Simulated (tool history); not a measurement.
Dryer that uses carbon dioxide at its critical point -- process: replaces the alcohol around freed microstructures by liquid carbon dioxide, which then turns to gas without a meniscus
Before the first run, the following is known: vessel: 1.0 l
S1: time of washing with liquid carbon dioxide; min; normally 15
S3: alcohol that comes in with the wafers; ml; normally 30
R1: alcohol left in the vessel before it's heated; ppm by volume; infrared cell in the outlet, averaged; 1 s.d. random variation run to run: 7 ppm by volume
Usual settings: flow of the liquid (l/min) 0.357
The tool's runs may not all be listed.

{"run": 1, "hour": 0.0, "S1": 15, "flow of the liquid (l/min)": 0.357, "S3": 30, "R1": 500}
{"run": 2, "hour": 9.5, "S1": 15, "flow of the liquid (l/min)": 0.388, "S3": 30, "R1": 376}
{"run": 3, "hour": 17.9, "S1": 15, "flow of the liquid (l/min)": 0.388, "S3": 30, "R1": 387}
{"run": 4, "hour": 33.7, "S1": 15, "flow of the liquid (l/min)": 0.357, "S3": 30, "R1": 522}
{"run": 5, "hour": 45.8, "S1": 15, "flow of the liquid (l/min)": 0.357, "S3": 30, "R1": 532}
{"run": 6, "hour": 54.6, "S1": 15, "flow of the liquid (l/min)": 0.357, "S3": 30, "R1": 558}
{"run": 7, "hour": 61.9, "S1": 15, "flow of the liquid (l/min)": 0.357, "S3": 30, "R1": 547}
{"run": 8, "hour": 69.1, "S1": 15, "flow of the liquid (l/min)": 0.357, "S3": 30, "R1": 566}
{"run": 9, "hour": 81.4, "S1": 15, "flow of the liquid (l/min)": 0.357, "S3": 40, "R1": 737}
{"run": 10, "hour": 95.7, "S1": 15, "flow of the liquid (l/min)": 0.357, "S3": 40, "R1": 739}
{"run": 11, "hour": 110.1, "S1": 15, "flow of the liquid (l/min)": 0.357, "S3": 30, "R1": 605}
{"run": 12, "hour": 125.8, "S1": 15, "flow of the liquid (l/min)": 0.357, "S3": 82, "R1": 1612}
{"run": 13, "hour": 137.9, "S1": 15, "flow of the liquid (l/min)": 0.357, "S3": 82, "R1": 1706}
{"run": 14, "hour": 148.6, "S1": 15, "flow of the liquid (l/min)": 0.357, "S3": 58, "R1": 1215}
{"run": 15, "hour": 158.4, "S1": 15, "flow of the liquid (l/min)": 0.357, "S3": 73, "R1": 1589}
{"hour": 162.1, "done": "inlet filter changed"}
{"run": 16, "hour": 173.6, "S1": 15, "flow of the liquid (l/min)": 0.357, "S3": 73, "R1": 854}
{"run": 17, "hour": 182.0, "S1": 12, "flow of the liquid (l/min)": 0.256, "S3": 49, "R1": 3641}
{"run": 18, "hour": 193.6, "S1": 16, "flow of the liquid (l/min)": 0.243, "S3": 67, "R1": 2645}
{"run": 19, "hour": 200.5, "S1": 16, "flow of the liquid (l/min)": 0.243, "S3": 67, "R1": 2656}
{"run": 20, "hour": 208.7, "S1": 16, "flow of the liquid (l/min)": 0.255, "S3": 29, "R1": 1023}
{"run": 21, "hour": 223.3, "S1": 19, "flow of the liquid (l/min)": 0.564, "S3": 20, "R1": 33}
{"run": 22, "hour": 230.5, "S1": 18, "flow of the liquid (l/min)": 0.599, "S3": 30, "R1": 51}
{"run": 23, "hour": 238.0, "S1": 18, "flow of the liquid (l/min)": 0.599, "S3": 30, "R1": 39}
{"run": 24, "hour": 247.3, "S1": 13, "flow of the liquid (l/min)": 0.357, "S3": 48, "R1": 1164}
{"run": 25, "hour": 259.3, "S1": 18, "flow of the liquid (l/min)": 0.358, "S3": 30, "R1": 217}
{"run": 26, "hour": 271.6, "S1": 18, "flow of the liquid (l/min)": 0.286, "S3": 74, "R1": 1200}
{"run": 27, "hour": 287.6, "S1": 18, "flow of the liquid (l/min)": 0.286, "S3": 74, "R1": 1234}

5 options for the next run, each taken on its own from the tool as it stands now. Forecast them:
{"run": "A", "hour": 300.6, "S1": 19, "flow of the liquid (l/min)": 0.248, "S3": 30, "R1": "?"}
{"run": "B", "hour": 300.6, "S1": 18, "flow of the liquid (l/min)": 0.225, "S3": 74, "R1": "?"}
{"run": "C", "hour": 300.6, "S1": 15, "flow of the liquid (l/min)": 0.286, "S3": 108, "R1": "?"}
{"run": "D", "hour": 300.6, "S1": 10, "flow of the liquid (l/min)": 0.357, "S3": 76, "R1": "?"}
{"run": "E", "hour": 300.6, "S1": 9, "flow of the liquid (l/min)": 0.241, "S3": 21, "R1": "?"}

run=A R1=756
run=B R1=2889
run=C R1=3604
run=D R1=4537
run=E R1=3811
Had the tool no hidden state, the same runs would have come out as:
run=A R1=558
run=B R1=2291
run=C R1=2830
run=D R1=3715
run=E R1=3357
